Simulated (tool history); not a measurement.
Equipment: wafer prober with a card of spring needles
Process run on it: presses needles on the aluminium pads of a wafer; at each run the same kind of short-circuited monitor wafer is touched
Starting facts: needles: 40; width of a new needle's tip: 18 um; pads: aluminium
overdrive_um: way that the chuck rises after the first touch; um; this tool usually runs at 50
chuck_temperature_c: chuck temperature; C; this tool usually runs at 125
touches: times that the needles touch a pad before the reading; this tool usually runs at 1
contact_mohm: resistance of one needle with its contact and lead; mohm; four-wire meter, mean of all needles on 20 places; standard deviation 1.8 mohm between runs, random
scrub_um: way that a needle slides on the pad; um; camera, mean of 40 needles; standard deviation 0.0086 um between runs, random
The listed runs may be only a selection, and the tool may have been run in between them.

run 1 hour=0 | overdrive_um=50 chuck_temperature_c=125 touches=1 | contact_mohm=754 scrub_um=6.775
-- hour=4.1 tips cleaned on abrasive film
-- hour=10.9 tips cleaned on abrasive film
-- hour=17.8 tips cleaned on abrasive film
-- hour=24.6 tips cleaned on abrasive film
-- hour=24.9 height of the first contact set anew
-- hour=31.7 tips cleaned on abrasive film
-- hour=37.2 tips cleaned on abrasive film
-- hour=44 tips cleaned on abrasive film
-- hour=50.8 tips cleaned on abrasive film
-- hour=57.6 tips cleaned on abrasive film
-- hour=64.4 tips cleaned on abrasive film
run 2 hour=65.4 | overdrive_um=50 chuck_temperature_c=125 touches=2 | contact_mohm=403 scrub_um=6.873
-- hour=70.9 tips cleaned on abrasive film
-- hour=77.7 tips cleaned on abrasive film
-- hour=84.5 tips cleaned on abrasive film
-- hour=90 tips cleaned on abrasive film
-- hour=95.5 tips cleaned on abrasive film
-- hour=102.3 tips cleaned on abrasive film
-- hour=107.8 tips cleaned on abrasive film
-- hour=114.6 tips cleaned on abrasive film
-- hour=120.1 tips cleaned on abrasive film
-- hour=126.9 tips cleaned on abrasive film
-- hour=133.7 tips cleaned on abrasive film
run 3 hour=133.8 | overdrive_um=50 chuck_temperature_c=125 touches=2 | contact_mohm=326 scrub_um=6.748
-- hour=136.8 height of the first contact set anew
-- hour=139.6 tips cleaned on abrasive film
-- hour=146.4 tips cleaned on abrasive film
-- hour=153.2 tips cleaned on abrasive film
-- hour=160 tips cleaned on abrasive film
-- hour=166.9 tips cleaned on abrasive film
-- hour=172.3 tips cleaned on abrasive film
-- hour=179.1 tips cleaned on abrasive film
-- hour=184.6 tips cleaned on abrasive film
-- hour=191.4 tips cleaned on abrasive film
-- hour=196.9 tips cleaned on abrasive film
-- hour=203.7 tips cleaned on abrasive film
run 4 hour=208.8 | overdrive_um=50 chuck_temperature_c=125 touches=2 | contact_mohm=823 scrub_um=6.801
-- hour=210.2 tips cleaned on abrasive film
-- hour=217.1 tips cleaned on abrasive film
-- hour=223.9 tips cleaned on abrasive film
-- hour=229.3 tips cleaned on abrasive film
-- hour=236.1 tips cleaned on abrasive film
-- hour=243 tips cleaned on abrasive film
run 5 hour=246 | overdrive_um=50 chuck_temperature_c=125 touches=2 | contact_mohm=634 scrub_um=6.74
-- hour=248.8 tips cleaned on abrasive film
-- hour=249.1 height of the first contact set anew
-- hour=255.9 tips cleaned on abrasive film
-- hour=261.3 tips cleaned on abrasive film
-- hour=268.2 tips cleaned on abrasive film
-- hour=275 tips cleaned on abrasive film
-- hour=281.8 tips cleaned on abrasive film
-- hour=288.6 tips cleaned on abrasive film
-- hour=300.6 card fitted with new needles
-- hour=307.4 tips cleaned on abrasive film
-- hour=314.2 tips cleaned on abrasive film
-- hour=321 tips cleaned on abrasive film
run 6 hour=325.7 | overdrive_um=50 chuck_temperature_c=125 touches=2 | contact_mohm=406 scrub_um=6.894
-- hour=327.1 tips cleaned on abrasive film
-- hour=332.6 tips cleaned on abrasive film
-- hour=339.4 tips cleaned on abrasive film
-- hour=346.2 tips cleaned on abrasive film
-- hour=353 tips cleaned on abrasive film
-- hour=359.8 tips cleaned on abrasive film
-- hour=366.6 tips cleaned on abrasive film
-- hour=373.4 tips cleaned on abrasive film
run 7 hour=375.2 | overdrive_um=60 chuck_temperature_c=125 touches=1 | contact_mohm=323 scrub_um=8.19
-- hour=379.3 tips cleaned on abrasive film
-- hour=384.8 tips cleaned on abrasive film
-- hour=391.6 tips cleaned on abrasive film
-- hour=397.1 tips cleaned on abrasive film
-- hour=403.9 tips cleaned on abrasive film
-- hour=409.4 tips cleaned on abrasive film
-- hour=412.3 height of the first contact set anew
-- hour=416.5 tips cleaned on abrasive film
-- hour=423.3 tips cleaned on abrasive film
-- hour=430.1 tips cleaned on abrasive film
-- hour=435.6 tips cleaned on abrasive film
run 8 hour=438.7 | overdrive_um=60 chuck_temperature_c=58 touches=1 | contact_mohm=383 scrub_um=8.272
-- hour=441.5 tips cleaned on abrasive film
-- hour=448.3 tips cleaned on abrasive film
-- hour=455.1 tips cleaned on abrasive film
-- hour=461.9 tips cleaned on abrasive film
-- hour=468.7 tips cleaned on abrasive film
-- hour=474.8 tips cleaned on abrasive film
run 9 hour=474.8 | overdrive_um=60 chuck_temperature_c=58 touches=1 | contact_mohm=204 scrub_um=8.201
-- hour=481.6 tips cleaned on abrasive film
-- hour=487 tips cleaned on abrasive film
-- hour=493.9 tips cleaned on abrasive film
-- hour=499.3 tips cleaned on abrasive film
-- hour=506.1 tips cleaned on abrasive film
-- hour=512.9 tips cleaned on abrasive film
-- hour=519.8 tips cleaned on abrasive film
-- hour=524.1 height of the first contact set anew
-- hour=526.9 tips cleaned on abrasive film
run 10 hour=526.9 | overdrive_um=60 chuck_temperature_c=99 touches=1 | contact_mohm=209 scrub_um=8.307
-- hour=532.4 tips cleaned on abrasive film
-- hour=539.2 tips cleaned on abrasive film
-- hour=544.7 tips cleaned on abrasive film
-- hour=551.5 tips cleaned on abrasive film
-- hour=558.3 tips cleaned on abrasive film
-- hour=565.1 tips cleaned on abrasive film
-- hour=571.9 tips cleaned on abrasive film
-- hour=578.7 tips cleaned on abrasive film
-- hour=585.6 tips cleaned on abrasive film
run 11 hour=588.2 | overdrive_um=60 chuck_temperature_c=30 touches=2 | contact_mohm=308 scrub_um=8.195
-- hour=592.3 tips cleaned on abrasive film
-- hour=599.1 tips cleaned on abrasive film
-- hour=606 tips cleaned on abrasive film
-- hour=611.4 tips cleaned on abrasive film
-- hour=618.2 tips cleaned on abrasive film
-- hour=625.1 tips cleaned on abrasive film
-- hour=631.9 tips cleaned on abrasive film
-- hour=636.2 height of the first contact set anew
-- hour=639 tips cleaned on abrasive film
run 12 hour=643.5 | overdrive_um=60 chuck_temperature_c=30 touches=2 | contact_mohm=355 scrub_um=8.298

Run 13 comes next. What will it give?
-- hour=645 tips cleaned on abrasive film
-- hour=651.8 tips cleaned on abrasive film
-- hour=658.6 tips cleaned on abrasive film
-- hour=665.4 tips cleaned on abrasive film
-- hour=672.2 tips cleaned on abrasive film
-- hour=677.7 tips cleaned on abrasive film
-- hour=684.5 tips cleaned on abrasive film
-- hour=691.3 tips cleaned on abrasive film
-- hour=696.8 tips cleaned on abrasive film
-- hour=703.6 tips cleaned on abrasive film
run 13 hour=706.1 | overdrive_um=35 chuck_temperature_c=38 touches=1 | contact_mohm=? scrub_um=?

For run 13 the tool returned contact_mohm 892 mohm, scrub_um 4.732 um.
With no hidden state in the tool, this same run would have given contact_mohm 193 mohm, scrub_um 4.85 um.
